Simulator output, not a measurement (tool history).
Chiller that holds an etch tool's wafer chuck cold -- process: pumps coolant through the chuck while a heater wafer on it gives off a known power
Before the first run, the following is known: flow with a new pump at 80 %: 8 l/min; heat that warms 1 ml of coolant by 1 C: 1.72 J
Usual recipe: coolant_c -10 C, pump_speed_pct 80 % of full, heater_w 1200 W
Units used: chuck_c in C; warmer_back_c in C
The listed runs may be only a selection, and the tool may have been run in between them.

| run | day | coolant_c | pump_speed_pct | heater_w | chuck_c | warmer_back_c |
|---|---|---|---|---|---|---|
| 1 | 0.000 | -10 | 80 | 1200 | -0.5 | 5.38 |
| 2 | 1.717 | -10 | 80 | 1066 | -1.4 | 4.70 |
| 3 | 2.567 | -10 | 80 | 1170 | -0.7 | 5.20 |
| 4 | 3.871 | -10 | 80 | 1170 | -0.5 | 5.21 |
| 5 | 5.425 | -10 | 80 | 852 | -3.2 | 3.86 |
| 6 | 6.146 | -10 | 80 | 852 | -2.9 | 3.74 |
| 7 | 7.554 | -10 | 80 | 852 | -2.9 | 3.80 |
| 8 | 9.183 | -19 | 80 | 852 | -12.0 | 3.76 |
| 9 | 10.617 | -6 | 80 | 1200 | 3.7 | 5.37 |
| 10 | 11.412 | -6 | 80 | 1200 | 3.9 | 5.41 |
| 11 | 12.762 | -10 | 80 | 1200 | -0.1 | 5.33 |
| 12 | 14.233 | -10 | 80 | 1457 | 1.8 | 6.48 |
| 13 | 15.092 | -10 | 80 | 1457 | 1.8 | 6.50 |
| 14 | 16.729 | -10 | 80 | 652 | -4.6 | 2.93 |
| 15 | 18.200 | -5 | 80 | 652 | 0.6 | 2.90 |
| 16 | 19.554 | -4 | 70 | 652 | 2.0 | 3.39 |
| 17 | 20.825 | -2 | 93 | 652 | 3.0 | 2.53 |
| 18 | 21.888 | -2 | 63 | 946 | 7.1 | 5.27 |
| 19 | 23.433 | -10 | 80 | 838 | -2.9 | 3.76 |
| 20 | 24.212 | -2 | 80 | 1749 | 12.2 | 7.86 |
| 21 | 25.875 | -2 | 70 | 1749 | 13.4 | 9.00 |
| 22 | 26.912 | -10 | 74 | 894 | -2.2 | 4.39 |
| 23 | 28.608 | -11 | 75 | 1200 | -0.6 | 5.76 |
| 24 | 30.062 | -11 | 65 | 794 | -3.4 | 4.36 |
| 25 | 31.612 | -11 | 65 | 794 | -3.4 | 4.40 |
| 26 | 33.217 | -11 | 65 | 794 | -3.5 | 4.36 |
| 27 | 34.533 | -18 | 79 | 1004 | -9.6 | 4.62 |
| 28 | 35.529 | -18 | 79 | 1004 | -9.5 | 4.60 |

Selected run-to-run steps in chuck_c, each split into two signed amounts: the part the tool would show with no hidden state at all (from settings, incoming material and random variation), and the remainder, which goes to the hidden state together with any gauge scatter not common to the measured and the hidden-state-free results:
Hidden conditions of the tool in this case: heat passed by the chuck's channels, % of clean ones'; flow at a given pump speed, % of a new pump's; coolant's true temperature over the reading, C; drift of the gauge itself on chuck_c, C; drift of the gauge itself on warmer_back_c, C.
Run 8 -> 9: coolant_c -19 -> -6, heater_w 852 -> 1200. chuck_c +15.7 C: hidden state +0.2, all else +15.5.
Run 19 -> 20: coolant_c -10 -> -2, heater_w 838 -> 1749. chuck_c +15.1 C: hidden state +0.4, all else +14.7.
Run 21 -> 22: coolant_c -2 -> -10, pump_speed_pct 70 -> 74, heater_w 1749 -> 894. chuck_c -15.6 C: hidden state -0.3, all else -15.3.
